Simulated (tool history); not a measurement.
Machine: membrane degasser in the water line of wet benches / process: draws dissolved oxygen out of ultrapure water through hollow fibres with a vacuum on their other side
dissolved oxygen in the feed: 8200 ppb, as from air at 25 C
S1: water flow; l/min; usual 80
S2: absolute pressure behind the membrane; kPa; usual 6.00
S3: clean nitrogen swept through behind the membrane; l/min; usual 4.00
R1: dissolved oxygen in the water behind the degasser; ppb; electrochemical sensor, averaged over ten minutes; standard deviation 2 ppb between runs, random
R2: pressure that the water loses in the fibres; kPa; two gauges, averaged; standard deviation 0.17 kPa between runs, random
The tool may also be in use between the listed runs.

Run 1, hour 0.0: usual settings. Result: R1 201.4 ppb, R2 26.46 kPa.
Run 2, hour 60.7: usual settings. Result: R1 200.2 ppb, R2 26.38 kPa.
Run 3, hour 97.3: usual settings. Result: R1 203.1 ppb, R2 26.22 kPa.
Run 4, hour 125.3: usual settings. Result: R1 202.5 ppb, R2 26.45 kPa.
Run 5, hour 181.9: usual settings. Result: R1 200.0 ppb, R2 26.42 kPa.
Run 6, hour 245.6: usual settings. Result: R1 200.8 ppb, R2 26.31 kPa.
Run 7, hour 279.0: usual settings. Result: R1 200.5 ppb, R2 26.57 kPa.
Run 8, hour 335.0: usual settings. Result: R1 200.9 ppb, R2 26.17 kPa.
Run 9, hour 398.4: usual settings. Result: R1 202.7 ppb, R2 26.67 kPa.
Run 10, hour 432.2: usual settings. Result: R1 201.8 ppb, R2 26.33 kPa.
Run 11, hour 493.9: usual settings but S1 79 l/min. Result: R1 195.6 ppb, R2 25.65 kPa.
Run 12, hour 538.6: usual settings but S1 79 l/min. Result: R1 198.6 ppb, R2 26.11 kPa.
Run 13, hour 568.5: usual settings. Result: R1 198.6 ppb, R2 26.43 kPa.
Run 14, hour 627.5: usual settings but S1 58 l/min, S3 8.00 l/min. Result: R1 67.0 ppb, R2 18.76 kPa.
Run 15, hour 680.2: usual settings but S1 98 l/min, S2 10.05 kPa, S3 7.11 l/min. Result: R1 374.0 ppb, R2 32.27 kPa.
Run 16, hour 735.8: usual settings but S2 9.97 kPa, S3 6.41 l/min. Result: R1 268.2 ppb, R2 26.36 kPa.
Run 17, hour 803.3: usual settings but S1 68 l/min, S2 4.00 kPa, S3 6.41 l/min. Result: R1 60.7 ppb, R2 22.59 kPa.
Run 18, hour 859.1: usual settings but S1 68 l/min, S2 4.00 kPa, S3 6.41 l/min. Result: R1 59.4 ppb, R2 22.37 kPa.
Run 19, hour 902.1: usual settings but S1 68 l/min, S2 4.00 kPa, S3 1.87 l/min. Result: R1 97.9 ppb, R2 22.48 kPa.
Run 20, hour 970.6: usual settings but S1 68 l/min, S2 4.00 kPa, S3 1.87 l/min. Result: R1 97.0 ppb, R2 22.89 kPa.
Run 21, hour 1021.5: usual settings but S1 97 l/min, S2 10.32 kPa. Result: R1 506.0 ppb, R2 31.98 kPa.
Run 22, hour 1087.3: usual settings but S1 120 l/min, S2 12.30 kPa. Result: R1 833.6 ppb, R2 39.39 kPa.
Run 23, hour 1126.1: usual settings but S1 120 l/min, S2 12.30 kPa. Result: R1 825.0 ppb, R2 39.81 kPa.
Run 24, hour 1183.5: usual settings but S1 110 l/min, S3 10.37 l/min. Result: R1 316.4 ppb, R2 36.33 kPa.
Run 25, hour 1212.5: usual settings but S1 110 l/min, S2 5.33 kPa. Result: R1 358.4 ppb, R2 36.02 kPa.
Run 26, hour 1249.6: usual settings but S1 110 l/min, S2 5.33 kPa. Result: R1 366.3 ppb, R2 36.41 kPa.

4 ways to go on from here, each from the tool as it stands after run 26. What would each give?
Run A, hour 1279.2: usual settings but S1 107 l/min, S2 7.82 kPa. Result: R1 ?, R2 ?.
Run B, hour 1279.2: usual settings but S2 4.54 kPa, S3 8.56 l/min. Result: R1 ?, R2 ?.
Run C, hour 1279.2: usual settings but S1 110 l/min, S2 5.33 kPa, S3 1.61 l/min. Result: R1 ?, R2 ?.
Run D, hour 1279.2: usual settings but S3 7.57 l/min. Result: R1 ?, R2 ?.

run     R1     R2
  A  468.9  35.39
  B  111.5  26.28
  C  479.3  36.33
  D  147.7  26.38
Take away the tool's hidden state, keep each run's random variation, and the runs would have read:
run     R1     R2
  A  468.5  35.38
  B  111.3  26.27
  C  478.7  36.32
  D  147.5  26.37
